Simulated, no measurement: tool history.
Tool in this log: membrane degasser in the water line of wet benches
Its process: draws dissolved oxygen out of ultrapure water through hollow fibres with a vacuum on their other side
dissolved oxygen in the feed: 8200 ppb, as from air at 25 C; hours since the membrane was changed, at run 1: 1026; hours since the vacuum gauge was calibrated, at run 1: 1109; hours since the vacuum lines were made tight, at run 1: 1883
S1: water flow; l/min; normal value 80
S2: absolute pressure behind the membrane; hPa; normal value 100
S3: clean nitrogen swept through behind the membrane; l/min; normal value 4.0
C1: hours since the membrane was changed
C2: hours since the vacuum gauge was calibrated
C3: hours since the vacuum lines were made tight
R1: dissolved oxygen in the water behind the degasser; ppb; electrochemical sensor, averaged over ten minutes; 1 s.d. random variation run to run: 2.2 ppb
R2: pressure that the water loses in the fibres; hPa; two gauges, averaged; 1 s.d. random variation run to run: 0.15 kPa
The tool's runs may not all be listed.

Run 1, hour 0.0: usual settings; C1 1026; C2 1109; C3 1883. Result: R1 348.4 ppb, R2 249.4 hPa.
Run 2, hour 61.5: usual settings; C1 1087; C2 1171; C3 1945. Result: R1 346.1 ppb, R2 253.0 hPa.
Run 3, hour 109.1: usual settings but S3 3.5 l/min; C1 1135; C2 1218; C3 1992. Result: R1 383.2 ppb, R2 253.0 hPa.
Run 4, hour 154.7: usual settings but S3 3.5 l/min; C1 1181; C2 1264; C3 2038. Result: R1 380.5 ppb, R2 254.0 hPa.
Run 5, hour 189.6: usual settings but S3 3.5 l/min; C1 1215; C2 1299; C3 2073. Result: R1 381.8 ppb, R2 250.4 hPa.
Run 6, hour 223.9: usual settings; C1 1250; C2 1333; C3 2107. Result: R1 347.5 ppb, R2 253.8 hPa.
Run 7, hour 262.7: usual settings; C1 1289; C2 1372; C3 2146. Result: R1 346.2 ppb, R2 253.1 hPa.
Run 8, hour 290.4: usual settings; C1 1316; C2 1400; C3 2174. Result: R1 345.2 ppb, R2 249.8 hPa.
Run 9, hour 320.5: usual settings; C1 1346; C2 1430; C3 2204. Result: R1 348.0 ppb, R2 251.4 hPa.
Run 10, hour 374.6: usual settings; C1 1401; C2 1484; C3 2258. Result: R1 347.9 ppb, R2 252.4 hPa.
Run 11, hour 411.7: usual settings; C1 1438; C2 1521; C3 2295. Result: R1 354.1 ppb, R2 253.2 hPa.
Run 12, hour 455.0: usual settings; C1 1481; C2 1564; C3 2338. Result: R1 345.6 ppb, R2 250.4 hPa.
At hour 459.9: vacuum gauge calibrated.
Run 13, hour 504.9: usual settings; C1 1530; C2 45; C3 2388. Result: R1 349.6 ppb, R2 250.6 hPa.
Run 14, hour 539.0: usual settings; C1 1564; C2 79; C3 2422. Result: R1 350.4 ppb, R2 252.7 hPa.
Run 15, hour 569.7: usual settings; C1 1595; C2 110; C3 2453. Result: R1 350.6 ppb, R2 253.5 hPa.

Run 16 is up next; what results do you expect?
Run 16, hour 608.9: usual settings but S1 72 l/min; C1 1634; C2 149; C3 2492. Result: R1 ?, R2 ?.

{"run 16": {"R1": 311.3, "R2": 227.3}}
Had the tool carried no hidden state, the very same run would have given R1 305.1 ppb, R2 225.0 hPa.
